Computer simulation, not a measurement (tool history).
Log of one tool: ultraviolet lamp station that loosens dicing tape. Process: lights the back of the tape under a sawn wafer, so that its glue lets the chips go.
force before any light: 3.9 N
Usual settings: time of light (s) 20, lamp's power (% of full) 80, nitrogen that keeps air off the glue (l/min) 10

run,hour,time of light (s),lamp's power (% of full),nitrogen that keeps air off the glue (l/min),force that peels the tape off (N),light that reached the tape (mJ/cm²)
1,0,20,80,10,0.209,468
2,13.7,31,80,10,0.131,718
3,25.7,20,80,10,0.194,466
# hour 33.5: window cleaned of glue's vapour
4,40.3,20,80,10,0.244,430
5,51.4,20,80,10,0.232,432
6,61.5,20,80,10,0.238,427
7,77.7,10,80,10,0.777,213
8,88.4,20,79,3,0.421,415
9,113.3,11,79,9,0.706,229
10,133.3,11,79,9,0.772,224
11,151.8,15,89,6,0.43,342
12,168.6,20,67,10,0.346,341
# hour 171: window cleaned of glue's vapour, once more
13,181.8,17,81,5,0.327,412

3 ways to go on from here, each from the tool as it stands after run 13. What would each give?
A,201.7,17,62,8,?,?
B,201.7,12,60,10,?,?
C,201.7,33,85,5,?,?

run,force that peels the tape off (N),light that reached the tape (mJ/cm²)
A,0.441,315
B,0.782,213
C,0.129,832
Without the tool's hidden state the same runs would have given:
run,force that peels the tape off (N),light that reached the tape (mJ/cm²)
A,0.379,343
B,0.687,232
C,0.125,906
